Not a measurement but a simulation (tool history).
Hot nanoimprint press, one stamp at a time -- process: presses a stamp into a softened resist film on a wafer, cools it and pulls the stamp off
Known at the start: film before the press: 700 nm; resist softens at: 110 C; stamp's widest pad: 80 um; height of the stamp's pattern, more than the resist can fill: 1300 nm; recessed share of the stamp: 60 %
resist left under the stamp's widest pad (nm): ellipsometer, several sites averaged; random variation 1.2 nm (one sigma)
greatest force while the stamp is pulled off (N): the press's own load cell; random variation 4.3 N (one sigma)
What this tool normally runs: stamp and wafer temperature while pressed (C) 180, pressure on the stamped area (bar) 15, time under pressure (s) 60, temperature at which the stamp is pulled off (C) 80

run   hour  stamp and wafer temperature while pressed (C)  pressure on the stamped area (bar)  time under pressure (s)  temperature at which the stamp is pulled off (C)  resist left under the stamp's widest pad (nm)  greatest force while the stamp is pulled off (N)
  1      0                                            180                                  15                       60                                                80                                          379.3                                               208
  2   20.6                                            180                                  15                       60                                                80                                          378.9                                               213
  3   51.8                                            192                                  15                       60                                                80                                            258                                               208
  4   82.6                                            192                                  15                       60                                                80                                          259.6                                               205
  5  116.1                                            192                                  15                       60                                                80                                          259.3                                               203
  6  144.3                                            177                                  15                       60                                                80                                          417.2                                               213
  7  159.5                                            177                                  15                       60                                                80                                          419.8                                               210
  8    186                                            180                                  15                       60                                                80                                          381.2                                               216
  9  201.4                                            180                                12.1                       60                                                80                                            418                                               216
 10  226.3                                            180                                12.1                       60                                                80                                          418.5                                               208
 11  260.3                                            180                                12.1                       60                                                80                                          419.1                                               215
     285.4  -- stamp cleaned and given a new release coat
 12  299.7                                            180                                  15                       39                                                80                                          439.7                                               207
 13  320.7                                            180                                  15                       39                                                80                                          441.7                                               208
 14  335.2                                            180                                  15                       60                                                86                                          385.8                                               203
 15  357.5                                            180                                  15                       60                                                86                                          385.6                                               205
 16  382.1                                            180                                17.3                       83                                                80                                          323.5                                               208
     403.2  -- gauge calibrated
 17  408.4                                            180                                13.3                       93                                                86                                          346.4                                               197
 18  439.4                                            186                                  15                       48                                                80                                          338.4                                               213
     459.6  -- plate thermocouple calibrated
 19  476.6                                            186                                  15                       48                                                80                                          338.5                                               213
 20  504.5                                            180                                13.9                       62                                                71                                          390.4                                               228
 21    522                                            180                                13.9                       62                                                71                                          388.2                                               232
 22  545.5                                            180                                13.9                       62                                                71                                          389.6                                               228
     577.1  -- stamp cleaned and given a new release coat
 23  579.5                                            180                                13.9                       62                                                71                                          394.6                                               224
 24  594.8                                            177                                  15                       60                                                70                                          420.8                                               228
 25  619.6                                            180                                  21                       31                                                80                                          409.2                                               208
 26  646.5                                            180                                  15                       60                                                74                                          384.8                                               227
 27  661.9                                            190                                16.3                       83                                                74                                          235.1                                               230
 28    685                                            190                                19.6                       83                                                84                                          212.9                                               209
 29  705.3                                            190                                19.6                       83                                                84                                          212.9                                               199
     714.5  -- gauge calibrated
 30  728.8                                            180                                 9.2                       60                                                80                                          459.7                                               202

What if the next run were any one of these 3? Each begins from the tool's condition after run 30:
  A   749                                            188                                  15                       72                                                85                                              ?                                                 ?
  B   749                                            178                                  15                      114                                                80                                              ?                                                 ?
  C   749                                            186                                 9.2                       60                                                81                                              ?                                                 ?

run  resist left under the stamp's widest pad (nm)  greatest force while the stamp is pulled off (N)
  A                                          274.8                                               202
  B                                          327.4                                               211
  C                                          393.2                                               206
Take away the tool's hidden state, keep each run's random variation, and the runs would have read:
run  resist left under the stamp's widest pad (nm)  greatest force while the stamp is pulled off (N)
  A                                          274.2                                               201
  B                                          326.7                                               210
  C                                          392.5                                               205
